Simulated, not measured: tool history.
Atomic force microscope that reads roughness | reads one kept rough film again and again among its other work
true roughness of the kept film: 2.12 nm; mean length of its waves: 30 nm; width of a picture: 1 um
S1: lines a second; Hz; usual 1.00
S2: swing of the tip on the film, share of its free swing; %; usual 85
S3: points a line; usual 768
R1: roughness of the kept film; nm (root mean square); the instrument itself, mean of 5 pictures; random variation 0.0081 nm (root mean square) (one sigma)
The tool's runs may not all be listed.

run  hour    S1  S2   S3     R1
  1   0.0  1.00  85  768  1.527
  2  11.0  1.00  85  768  1.507
  3  20.4  1.00  85  305  1.484
     21.5  -- new tip fitted
  4  28.4  1.00  85  305  1.714
  5  38.5  1.00  85  429  1.704
  6  43.3  1.00  88  814  1.647
  7  48.3  1.14  80  520  1.698
  8  57.2  1.06  80  896  1.694
  9  65.5  1.00  85  256  1.624
 10  76.4  1.00  85  256  1.602

Measured less the same run without the tool's hidden state. The same run-to-run variation is in both; the gauge's scatter may not be:
The hidden state here: radius of the tip, nm; height scale over the true one, %; drift of the gauge itself on roughness_nm, %.
run      R1
  1  -0.221
  2  -0.240
  3  -0.257
  4  -0.022
  5  -0.046
  6  -0.058
  7  -0.072
  8  -0.092
  9  -0.106
 10  -0.129
